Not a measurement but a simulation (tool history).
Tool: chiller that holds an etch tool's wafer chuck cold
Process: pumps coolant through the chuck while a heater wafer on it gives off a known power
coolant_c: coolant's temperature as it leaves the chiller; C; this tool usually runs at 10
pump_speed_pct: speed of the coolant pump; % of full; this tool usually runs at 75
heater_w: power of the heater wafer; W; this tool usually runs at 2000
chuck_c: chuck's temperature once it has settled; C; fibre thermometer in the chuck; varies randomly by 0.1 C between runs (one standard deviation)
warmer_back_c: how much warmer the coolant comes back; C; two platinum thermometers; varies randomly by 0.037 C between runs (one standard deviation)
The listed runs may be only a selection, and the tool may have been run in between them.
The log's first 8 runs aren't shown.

run    hour  coolant_c  pump_speed_pct  heater_w  hours since the coolant was changed and the channels were flushed  hours since the pump was overhauled  hours since the chiller's thermometer was calibrated  chuck_c  warmer_back_c
  9   622.8         10              75      2000                                                               2506                                 1249                                                  2265     25.8           7.37
 10   714.1         10              81      2000                                                               2597                                 1340                                                  2356     25.1           6.75
 11   793.5         10              81      2000                                                               2676                                 1420                                                  2436     25.0           6.78
 12   844.1         10              75      2000                                                               2727                                 1470                                                  2486     25.9           7.33
 13   925.8         13              75      2000                                                               2809                                 1552                                                  2568     29.0           7.25
 14   991.6         13              75      2000                                                               2874                                 1618                                                  2634     29.0           7.30
 15  1043.5         13              75      2000                                                               2926                                 1670                                                  2686     29.2           7.41
 16  1087.3         13              75      2000                                                               2970                                 1713                                                  2730     29.0           7.37
 17  1191.2         13              75      2000                                                               3074                                 1817                                                  2833     29.4           7.39
 18  1257.9          4              61      1948                                                               3141                                 1884                                                  2900     21.9           8.96
 19  1359.3          4              82      1359                                                               3242                                 1985                                                  3002     14.5           4.63
 20  1411.1         18              77      2000                                                               3294                                 2037                                                  3053     34.1           7.25
 21  1506.9         16              83      2000                                                               3390                                 2133                                                  3149     31.4           6.73
 22  1571.4         16              83      2000                                                               3454                                 2197                                                  3214     31.5           6.65
 23  1635.6          2              77      2000                                                               3518                                 2262                                                  3278     18.3           7.20
 24  1690.2         18              85      1763                                                               3573                                 2316                                                  3332     31.6           5.80
 25  1784.8         11              95      2743                                                               3668                                 2411                                                  3427     30.5           8.00
 26  1870.6         10              87      1465                                                               3753                                 2497                                                  3513     21.3           4.76
 27  1950.6          7              84      1465                                                               3833                                 2577                                                  3593     18.6           4.84
 28  2008.9          7              96      2672                                                               3892                                 2635                                                  3651     26.4           7.75
 29  2078.7         10              64      2247                                                               3962                                 2705                                                  3721     30.9          10.02
 30  2181.9         10              64      2247                                                               4065                                 2808                                                  3824     31.0           9.99
 31  2271.0         10              75      2401                                                               4154                                 2897                                                  3913     30.4           9.04
 32  2345.2         10              97      2401                                                               4228                                 2971                                                  3987     27.3           6.93

Below are 3 alternative next runs, each starting from the tool's condition after run 32. Predict each:
  A  2408.1         16              97      2401                                                               4291                                 3034                                                  4050        ?              ?
  B  2408.1         10              97      2401                                                               4291                                 3034                                                  4050        ?              ?
  C  2408.1          8              77      1957                                                               4291                                 3034                                                  4050        ?              ?

run  chuck_c  warmer_back_c
  A     33.6           6.92
  B     27.4           6.89
  C     24.5           7.19
Without the tool's hidden state the same runs would have given:
run  chuck_c  warmer_back_c
  A     30.7           6.50
  B     24.6           6.47
  C     21.9           6.75
